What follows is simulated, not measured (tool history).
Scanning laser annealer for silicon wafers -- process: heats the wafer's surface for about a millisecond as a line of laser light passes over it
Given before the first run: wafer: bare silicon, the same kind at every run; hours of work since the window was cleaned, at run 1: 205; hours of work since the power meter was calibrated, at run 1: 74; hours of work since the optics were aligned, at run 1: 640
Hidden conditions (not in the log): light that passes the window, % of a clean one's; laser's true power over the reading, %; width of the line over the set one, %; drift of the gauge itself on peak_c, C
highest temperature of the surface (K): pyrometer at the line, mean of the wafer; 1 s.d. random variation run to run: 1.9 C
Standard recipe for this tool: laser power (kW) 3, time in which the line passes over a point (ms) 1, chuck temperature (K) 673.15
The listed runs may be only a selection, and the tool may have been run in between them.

run,hour,laser power (kW),time in which the line passes over a point (ms),chuck temperature (K),hours of work since the window was cleaned,hours of work since the power meter was calibrated,hours of work since the optics were aligned,highest temperature of the surface (K)
1,0,3,1,673.15,205,74,640,1480.15
2,20.7,3,1.04,673.15,221,90,656,1494.15
3,59.2,3,1.04,673.15,250,120,685,1491.15
4,92.5,3,1.04,673.15,275,145,710,1492.15
5,115.1,3,1,671.15,293,162,728,1477.15
6,148.2,3,1.22,671.15,318,188,753,1551.15
7,170.5,2.59,1,673.15,335,205,770,1352.15
8,213.1,2.59,1,673.15,368,237,803,1354.15
9,243,3,1,673.15,390,260,825,1476.15
10,281.6,3,1.06,673.15,420,289,855,1504.15
11,315.6,3,1.06,673.15,446,315,881,1501.15
12,355.9,3,1.06,673.15,477,346,912,1500.15
13,374.7,3,1.06,673.15,491,361,926,1504.15
14,392.2,2.673,1.14,686.15,504,374,939,1435.15
15,429,3,1,676.15,532,402,968,1480.15

Expected results for the next run?
16,453.8,3,1,676.15,551,421,986,?

{"run 16": {"highest temperature of the surface (K)": 1482.15}}
The same run, on a tool lacking any hidden state, would have yielded highest temperature of the surface (K) 1482.15.

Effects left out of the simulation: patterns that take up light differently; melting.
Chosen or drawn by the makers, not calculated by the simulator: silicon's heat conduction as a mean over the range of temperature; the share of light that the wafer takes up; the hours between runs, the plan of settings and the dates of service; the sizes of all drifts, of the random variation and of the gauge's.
